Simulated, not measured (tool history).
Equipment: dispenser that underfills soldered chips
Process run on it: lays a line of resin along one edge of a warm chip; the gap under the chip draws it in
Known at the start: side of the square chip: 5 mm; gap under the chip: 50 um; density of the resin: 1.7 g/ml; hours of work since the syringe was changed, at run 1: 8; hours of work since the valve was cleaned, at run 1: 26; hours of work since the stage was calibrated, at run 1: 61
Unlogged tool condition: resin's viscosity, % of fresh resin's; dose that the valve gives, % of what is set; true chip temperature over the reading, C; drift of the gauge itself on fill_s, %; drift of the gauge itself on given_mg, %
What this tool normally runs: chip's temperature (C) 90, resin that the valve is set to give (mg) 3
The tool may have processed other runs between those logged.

| run | hour | chip's temperature (C) | resin that the valve is set to give (mg) | hours of work since the syringe was changed | hours of work since the valve was cleaned | hours of work since the stage was calibrated | time until the resin shows at the far edge (s) | resin that the valve gave (mg) |
|---|---|---|---|---|---|---|---|---|
| 1 | 0 | 90 | 3 | 8 | 26 | 61 | 39.3 | 2.93 |
|  | 4.3 | new syringe of resin |
| 2 | 9.7 | 90 | 3 | 3 | 32 | 67 | 32.6 | 2.92 |
| 3 | 17.3 | 90 | 3 | 8 | 37 | 72 | 39 | 2.88 |
|  | 21.6 | new syringe of resin |
| 4 | 27 | 90 | 3 | 3 | 43 | 77 | 31.8 | 2.91 |
| 5 | 37.7 | 90 | 3 | 10 | 49 | 84 | 42.9 | 2.89 |
|  | 38.8 | new syringe of resin |
| 6 | 42.5 | 90 | 3 | 2 | 52 | 87 | 31.2 | 2.9 |
| 7 | 50.1 | 90 | 3 | 7 | 57 | 91 | 38.1 | 2.87 |
|  | 56.6 | new syringe of resin |
| 8 | 58.8 | 90 | 3 | 1 | 62 | 97 | 30.6 | 2.85 |
|  | 60.3 | dispensing valve cleaned and set on the balance |
| 9 | 66.1 | 90 | 3 | 5 | 4 | 100 | 36.6 | 2.98 |
| 10 | 73.4 | 90 | 3 | 10 | 8 | 105 | 43.1 | 2.94 |
|  | 74.9 | new syringe of resin |
| 11 | 84.3 | 99 | 3 | 6 | 15 | 111 | 25.7 | 2.95 |
|  | 92.2 | new syringe of resin |
| 12 | 92.2 | 90 | 3.65 | 0 | 19 | 116 | 27 | 3.6 |
| 13 | 101.4 | 79 | 3 | 6 | 25 | 122 | 56.4 | 2.91 |
| 14 | 108.4 | 79 | 3 | 10 | 29 | 126 | 67.4 | 2.94 |
|  | 109.5 | new syringe of resin |
| 15 | 117.3 | 98 | 3 | 5 | 35 | 131 | 25 | 2.91 |
| 16 | 124.8 | 99 | 2.67 | 9 | 39 | 136 | 30.6 | 2.59 |
|  | 126.8 | new syringe of resin |
| 17 | 131.9 | 90 | 2.56 | 3 | 43 | 140 | 34.2 | 2.49 |
| 18 | 136.5 | 90 | 2.56 | 6 | 46 | 143 | 39.2 | 2.44 |
| 19 | 141.7 | 95 | 3.11 | 9 | 49 | 146 | 34.2 | 2.97 |
|  | 144.6 | new syringe of resin |
| 20 | 146.6 | 95 | 3.11 | 1 | 52 | 149 | 24.7 | 2.93 |
| 21 | 152.2 | 88 | 3.12 | 5 | 56 | 153 | 39 | 2.99 |
|  | 162.5 | new syringe of resin |
|  | 164 | dispensing valve cleaned and set on the balance |
| 22 | 164.2 | 102 | 3.21 | 0 | 0 | 159 | 18.4 | 3.19 |
| 23 | 169.1 | 91 | 3.4 | 3 | 3 | 162 | 32.4 | 3.42 |
| 24 | 177.2 | 83 | 3.77 | 8 | 8 | 167 | 53.8 | 3.75 |
|  | 181.4 | new syringe of resin |
| 25 | 185.4 | 79 | 3.68 | 2 | 13 | 172 | 50.6 | 3.63 |
| 26 | 193.2 | 93 | 3.48 | 7 | 18 | 177 | 34 | 3.41 |
|  | 199.1 | new syringe of resin |
| 27 | 200 | 93 | 3.48 | 1 | 22 | 181 | 26.1 | 3.47 |
| 28 | 206.2 | 90 | 3.44 | 4 | 26 | 185 | 33.3 | 3.41 |

Hidden state or all else? Some run-to-run changes of time until the resin shows at the far edge (s), split into what the settings, what came in and random variation would give without the hidden state, and what is left for the hidden state (with any gauge scatter that isn't in both results):
Run 12 -> 13: chip's temperature (C) 90 -> 79, resin that the valve is set to give (mg) 3.65 -> 3. time until the resin shows at the far edge (s) +29.4: hidden state +11.6, all else +17.8.
Run 14 -> 15: chip's temperature (C) 79 -> 98, new syringe of resin. time until the resin shows at the far edge (s) -42.4: hidden state -17.2, all else -25.2.
